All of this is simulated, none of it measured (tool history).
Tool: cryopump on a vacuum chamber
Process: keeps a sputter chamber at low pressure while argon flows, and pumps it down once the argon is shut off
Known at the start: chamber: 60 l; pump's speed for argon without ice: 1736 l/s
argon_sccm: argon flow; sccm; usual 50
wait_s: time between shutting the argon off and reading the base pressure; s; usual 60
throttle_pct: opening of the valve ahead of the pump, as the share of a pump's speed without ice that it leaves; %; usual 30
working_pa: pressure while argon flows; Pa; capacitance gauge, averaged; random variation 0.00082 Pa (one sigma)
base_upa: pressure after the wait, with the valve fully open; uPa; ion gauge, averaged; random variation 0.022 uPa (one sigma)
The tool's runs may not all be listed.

Run 1, hour 0.0: usual settings. Result: working_pa 0.1644 Pa, base_upa 1.68 uPa.
Run 2, hour 87.5: usual settings but argon_sccm 60 sccm. Result: working_pa 0.1984 Pa, base_upa 1.64 uPa.
Run 3, hour 164.1: usual settings but argon_sccm 60 sccm. Result: working_pa 0.1998 Pa, base_upa 1.78 uPa.
Run 4, hour 274.5: usual settings but throttle_pct 35 %. Result: working_pa 0.1436 Pa, base_upa 1.81 uPa.
Run 5, hour 336.2: usual settings. Result: working_pa 0.1660 Pa, base_upa 1.84 uPa.
Run 6, hour 445.0: usual settings but wait_s 66 s. Result: working_pa 0.1686 Pa, base_upa 1.86 uPa.
Run 7, hour 539.0: usual settings. Result: working_pa 0.1696 Pa, base_upa 1.88 uPa.
Run 8, hour 615.6: usual settings. Result: working_pa 0.1680 Pa, base_upa 1.98 uPa.
Run 9, hour 722.8: usual settings. Result: working_pa 0.1697 Pa, base_upa 2.07 uPa.
Run 10, hour 791.5: usual settings but wait_s 184 s. Result: working_pa 0.1701 Pa, base_upa 1.76 uPa.
Run 11, hour 856.9: usual settings but wait_s 184 s. Result: working_pa 0.1707 Pa, base_upa 1.83 uPa.
Run 12, hour 907.9: usual settings but wait_s 184 s. Result: working_pa 0.1726 Pa, base_upa 1.84 uPa.
Run 13, hour 981.6: usual settings. Result: working_pa 0.1724 Pa, base_upa 2.13 uPa.
Run 14, hour 1083.2: usual settings but argon_sccm 24 sccm. Result: working_pa 0.0830 Pa, base_upa 2.27 uPa.
Run 15, hour 1186.0: usual settings but argon_sccm 24 sccm. Result: working_pa 0.0827 Pa, base_upa 2.33 uPa.
Run 16, hour 1289.7: usual settings but argon_sccm 24 sccm. Result: working_pa 0.0850 Pa, base_upa 2.34 uPa.
Run 17, hour 1394.0: usual settings. Result: working_pa 0.1769 Pa, base_upa 2.42 uPa.
Run 18, hour 1455.2: usual settings. Result: working_pa 0.1769 Pa, base_upa 2.49 uPa.
Run 19, hour 1555.8: usual settings but wait_s 40 s. Result: working_pa 0.1774 Pa, base_upa 2.77 uPa.
Run 20, hour 1659.5: usual settings but wait_s 40 s. Result: working_pa 0.1815 Pa, base_upa 2.98 uPa.
Run 21, hour 1732.7: usual settings but argon_sccm 65 sccm, wait_s 288 s, throttle_pct 21 %. Result: working_pa 0.3243 Pa, base_upa 2.38 uPa.
Run 22, hour 1839.4: usual settings but argon_sccm 65 sccm, wait_s 288 s, throttle_pct 21 %. Result: working_pa 0.3247 Pa, base_upa 2.43 uPa.
Run 23, hour 1923.0: usual settings but argon_sccm 41 sccm, throttle_pct 41 %. Result: working_pa 0.1125 Pa, base_upa 2.86 uPa.

Run 24 comes next. What will it give?
At hour 1933.7: pump warmed up, emptied and cooled again.
Run 24, hour 2011.6: usual settings but argon_sccm 20 sccm, wait_s 24 s, throttle_pct 54 %. Result: working_pa ?, base_upa ?.

Run 24 gave working_pa 0.0369 Pa, base_upa 2.88 uPa.
Without the tool's hidden state the same run would have given working_pa 0.0361 Pa, base_upa 1.20 uPa.
